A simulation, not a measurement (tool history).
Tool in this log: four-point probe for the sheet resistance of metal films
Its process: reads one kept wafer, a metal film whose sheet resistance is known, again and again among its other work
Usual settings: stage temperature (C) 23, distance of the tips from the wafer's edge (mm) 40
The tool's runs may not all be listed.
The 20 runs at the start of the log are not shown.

run	hour	stage temperature (C)	distance of the tips from the wafer's edge (mm)	sheet resistance as the instrument gives it (ohm/square)
21	1229.3	27	7	1.911553
22	1298.7	27	7	1.911418
23	1371.1	35	3	1.937273
24	1445.5	29	11	1.908726
25	1511.5	29	11	1.908162
26	1589.9	27	5	1.916306
27	1659.0	19	4	1.919347
28	1724.2	19	4	1.918737
29	1801.6	20	17	1.904940
30	1860.6	20	17	1.904347
31	1930.6	23	6	1.911293
32	2003.5	23	6	1.912305
33	2068.8	24	12	1.907142

Alternative continuations, all from the tool just after run 33; predict every row:
A	2146.7	20	40	?
B	2146.7	23	49	?
C	2146.7	21	9	?
D	2146.7	24	73	?

run	sheet resistance as the instrument gives it (ohm/square)
A	1.904161
B	1.904759
C	1.906730
D	1.904968
With no hidden state in the tool, these same runs would have given:
run	sheet resistance as the instrument gives it (ohm/square)
A	1.904294
B	1.904893
C	1.906864
D	1.905102

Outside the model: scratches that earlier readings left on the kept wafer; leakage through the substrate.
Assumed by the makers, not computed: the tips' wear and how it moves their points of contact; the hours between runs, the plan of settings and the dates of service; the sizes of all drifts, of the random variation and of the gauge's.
